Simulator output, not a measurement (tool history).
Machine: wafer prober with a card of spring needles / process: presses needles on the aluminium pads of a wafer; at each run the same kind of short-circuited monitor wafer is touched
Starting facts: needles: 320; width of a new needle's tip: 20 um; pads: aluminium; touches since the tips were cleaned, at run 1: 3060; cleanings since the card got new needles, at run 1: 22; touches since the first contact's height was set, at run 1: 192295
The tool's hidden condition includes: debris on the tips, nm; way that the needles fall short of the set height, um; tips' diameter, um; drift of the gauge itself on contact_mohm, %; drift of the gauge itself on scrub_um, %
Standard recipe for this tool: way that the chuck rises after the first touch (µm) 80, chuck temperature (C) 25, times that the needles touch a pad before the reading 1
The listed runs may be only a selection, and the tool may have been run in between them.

| run | day | way that the chuck rises after the first touch (µm) | chuck temperature (C) | times that the needles touch a pad before the reading | touches since the tips were cleaned | cleanings since the card got new needles | touches since the first contact's height was set | resistance of one needle with its contact and lead (mohm) | way that a needle slides on the pad (µm) |
|---|---|---|---|---|---|---|---|---|---|
| 1 | 0.000 | 80 | 25 | 1 | 3060 | 22 | 192295 | 275 | 9.628 |
|  | 0.808 | tips cleaned on abrasive film |
| 2 | 1.758 | 80 | 25 | 1 | 6234 | 23 | 203813 | 290 | 9.602 |
|  | 1.942 | tips cleaned on abrasive film |
|  | 3.204 | tips cleaned on abrasive film |
| 3 | 4.308 | 96 | 25 | 1 | 7263 | 25 | 220483 | 274 | 11.534 |
|  | 4.525 | tips cleaned on abrasive film |
| 4 | 5.596 | 96 | 25 | 1 | 7018 | 26 | 228894 | 270 | 11.537 |
|  | 5.792 | tips cleaned on abrasive film |
|  | 6.667 | height of the first contact set anew |
|  | 7.038 | tips cleaned on abrasive film |
| 5 | 7.038 | 80 | 25 | 1 | 0 | 28 | 2419 | 231 | 9.702 |
|  | 8.204 | tips cleaned on abrasive film |
|  | 9.375 | tips cleaned on abrasive film |
| 6 | 9.396 | 80 | 51 | 1 | 143 | 30 | 17829 | 245 | 9.689 |
|  | 10.562 | tips cleaned on abrasive film |
| 7 | 10.783 | 80 | 51 | 2 | 1454 | 31 | 26898 | 252 | 9.691 |
|  | 11.746 | tips cleaned on abrasive film |
|  | 12.950 | tips cleaned on abrasive film |
| 8 | 13.083 | 80 | 25 | 1 | 879 | 33 | 41936 | 249 | 9.675 |
|  | 14.267 | tips cleaned on abrasive film |
| 9 | 15.171 | 80 | 25 | 1 | 5927 | 34 | 55592 | 293 | 9.682 |
|  | 15.500 | tips cleaned on abrasive film |
|  | 16.700 | tips cleaned on abrasive film |
| 10 | 17.250 | 80 | 25 | 1 | 3609 | 36 | 69195 | 285 | 9.661 |
|  | 17.967 | tips cleaned on abrasive film |
|  | 19.096 | tips cleaned on abrasive film |
| 11 | 19.650 | 80 | 25 | 1 | 3624 | 38 | 84874 | 287 | 9.659 |
|  | 20.321 | tips cleaned on abrasive film |
| 12 | 20.908 | 71 | 25 | 1 | 3851 | 39 | 93111 | 303 | 8.554 |
|  | 21.538 | tips cleaned on abrasive film |
| 13 | 21.975 | 96 | 25 | 1 | 2864 | 40 | 100080 | 263 | 11.591 |
|  | 22.729 | tips cleaned on abrasive film |
|  | 24.058 | tips cleaned on abrasive film |
| 14 | 24.092 | 96 | 25 | 1 | 206 | 42 | 113896 | 231 | 11.576 |
|  | 25.279 | tips cleaned on abrasive film |
| 15 | 25.954 | 96 | 25 | 2 | 4419 | 43 | 126083 | 252 | 11.579 |
|  | 26.458 | tips cleaned on abrasive film |
| 16 | 27.108 | 74 | 25 | 1 | 4262 | 44 | 133628 | 301 | 8.892 |
|  | 27.754 | tips cleaned on abrasive film |
|  | 28.912 | tips cleaned on abrasive film |
| 17 | 28.912 | 81 | 44 | 1 | 0 | 46 | 145421 | 237 | 9.732 |
|  | 30.104 | tips cleaned on abrasive film |
| 18 | 30.721 | 81 | 74 | 3 | 4052 | 47 | 157248 | 259 | 9.735 |
|  | 31.392 | tips cleaned on abrasive film |
|  | 32.525 | tips cleaned on abrasive film |
| 19 | 32.525 | 91 | 73 | 1 | 0 | 49 | 169024 | 237 | 10.920 |
|  | 33.671 | tips cleaned on abrasive film |
| 20 | 34.646 | 80 | 28 | 1 | 6397 | 50 | 182928 | 296 | 9.584 |
|  | 34.821 | tips cleaned on abrasive film |
|  | 36.054 | tips cleaned on abrasive film |
| 21 | 36.788 | 80 | 28 | 1 | 4811 | 52 | 196920 | 291 | 9.570 |
|  | 37.350 | tips cleaned on abrasive film |
| 22 | 37.992 | 91 | 29 | 1 | 4207 | 53 | 204782 | 272 | 10.907 |
|  | 38.633 | tips cleaned on abrasive film |
|  | 39.950 | tips cleaned on abrasive film |
| 23 | 40.458 | 90 | 29 | 1 | 3343 | 55 | 220917 | 271 | 10.788 |
|  | 41.196 | tips cleaned on abrasive film |
|  | 42.342 | tips cleaned on abrasive film |
|  | 42.696 | height of the first contact set anew |
| 24 | 42.696 | 86 | 29 | 2 | 2239 | 57 | 0 | 250 | 10.453 |
|  | 43.612 | tips cleaned on abrasive film |
|  | 44.783 | tips cleaned on abrasive film |
| 25 | 44.925 | 67 | 25 | 2 | 942 | 59 | 14562 | 253 | 8.131 |
|  | 45.967 | tips cleaned on abrasive film |
| 26 | 46.604 | 80 | 114 | 1 | 4161 | 60 | 25537 | 299 | 9.695 |
|  | 47.121 | tips cleaned on abrasive film |
| 27 | 48.125 | 95 | 89 | 3 | 6575 | 61 | 35494 | 255 | 11.500 |
|  | 48.246 | tips cleaned on abrasive film |
|  | 49.458 | tips cleaned on abrasive film |
| 28 | 50.054 | 95 | 75 | 3 | 3915 | 63 | 48105 | 250 | 11.503 |
|  | 50.592 | tips cleaned on abrasive film |
|  | 51.771 | tips cleaned on abrasive film |
| 29 | 51.929 | 95 | 75 | 3 | 1035 | 65 | 60334 | 242 | 11.491 |
|  | 52.958 | tips cleaned on abrasive film |
| 30 | 53.179 | 95 | 75 | 3 | 1458 | 66 | 68525 | 248 | 11.481 |
|  | 54.250 | tips cleaned on abrasive film |
|  | 55.492 | tips cleaned on abrasive film |
| 31 | 55.492 | 77 | 75 | 1 | 0 | 68 | 83636 | 241 | 9.280 |

Some steps in resistance of one needle with its contact and lead (mohm), run to run, broken into two amounts with sign: the step expected even without the hidden condition (settings, incoming material, random variation), and the rest, left for the hidden condition together with whatever gauge scatter is not in both the measured and the hidden-condition-free result:
Run 15 -> 16: way that the chuck rises after the first touch (µm) 96 -> 74, times that the needles touch a pad before the reading 2 -> 1, tips cleaned on abrasive film. resistance of one needle with its contact and lead (mohm) +49: hidden state +45, all else +4.
Run 16 -> 17: way that the chuck rises after the first touch (µm) 74 -> 81, chuck temperature (C) 25 -> 44, tips cleaned on abrasive film, tips cleaned on abrasive film. resistance of one needle with its contact and lead (mohm) -64: hidden state -67, all else +3.
Run 19 -> 20: way that the chuck rises after the first touch (µm) 91 -> 80, chuck temperature (C) 73 -> 28, tips cleaned on abrasive film. resistance of one needle with its contact and lead (mohm) +59: hidden state +67, all else -8.

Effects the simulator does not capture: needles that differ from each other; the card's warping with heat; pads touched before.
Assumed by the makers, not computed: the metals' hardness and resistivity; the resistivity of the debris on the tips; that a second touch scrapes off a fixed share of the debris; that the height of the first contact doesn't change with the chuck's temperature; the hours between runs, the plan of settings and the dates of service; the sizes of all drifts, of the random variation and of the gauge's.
